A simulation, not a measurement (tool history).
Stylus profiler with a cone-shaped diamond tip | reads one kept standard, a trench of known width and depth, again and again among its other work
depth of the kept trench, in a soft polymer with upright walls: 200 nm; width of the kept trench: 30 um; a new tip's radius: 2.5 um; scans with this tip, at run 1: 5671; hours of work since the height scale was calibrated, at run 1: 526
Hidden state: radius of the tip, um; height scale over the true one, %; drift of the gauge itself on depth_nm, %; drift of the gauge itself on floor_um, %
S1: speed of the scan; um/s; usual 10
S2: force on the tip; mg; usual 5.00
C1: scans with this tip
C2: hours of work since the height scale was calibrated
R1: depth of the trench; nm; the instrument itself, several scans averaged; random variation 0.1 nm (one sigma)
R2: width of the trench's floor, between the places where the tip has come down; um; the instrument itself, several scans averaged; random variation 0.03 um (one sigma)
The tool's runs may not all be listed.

run	hour	S1	S2	C1	C2	R1	R2
1	0.0	10	5.00	5671	526	204.22	27.41
2	79.6	10	5.00	6275	582	204.08	27.33
3	163.6	10	5.00	6912	641	204.26	27.29
4	266.7	10	5.00	7694	713	204.35	27.15
5	387.3	10	5.00	8609	798	204.17	27.17
6	515.0	10	5.00	9578	888	204.49	27.05
7	619.2	10	5.00	10370	961	204.52	27.00
8	743.5	10	9.83	11313	1049	206.61	26.90
9	818.1	10	9.83	11879	1101	206.85	26.84
10	891.3	10	11.54	12435	1153	207.40	26.77
# hour 940.7: new tip fitted, height scale calibrated
11	973.4	10	1.68	248	23	201.76	27.98
12	1032.1	10	3.94	694	64	203.23	27.96
13	1155.9	10	3.94	1633	151	203.42	27.84
14	1221.6	10	3.94	2132	198	203.27	27.75
15	1305.5	34	7.72	2768	257	205.07	27.63
16	1383.2	8	2.73	3358	311	202.64	27.66
17	1449.1	35	11.09	3858	358	206.58	27.55
18	1513.0	35	11.09	4343	403	206.70	27.57
19	1573.6	10	5.45	4803	445	204.22	27.47
20	1683.2	10	5.45	5635	522	204.23	27.39
21	1748.2	10	5.45	6128	568	204.13	27.35
22	1878.4	4	5.45	7116	660	204.31	27.28
23	1994.1	21	6.82	7994	741	204.97	27.18
24	2107.2	2	3.29	8852	821	203.24	27.08
25	2186.2	2	7.71	9451	876	205.48	27.09

3 ways to go on from here, each from the tool as it stands after run 25. What would each give?
A	2297.7	3	5.80	10298	955	?	?
B	2297.7	12	2.35	10298	955	?	?
C	2297.7	6	1.83	10298	955	?	?

run	R1	R2
A	204.88	27.04
B	202.81	27.00
C	202.44	27.00
Without the tool's hidden state the same runs would have given:
run	R1	R2
A	204.32	28.08
B	202.25	28.03
C	201.88	28.04
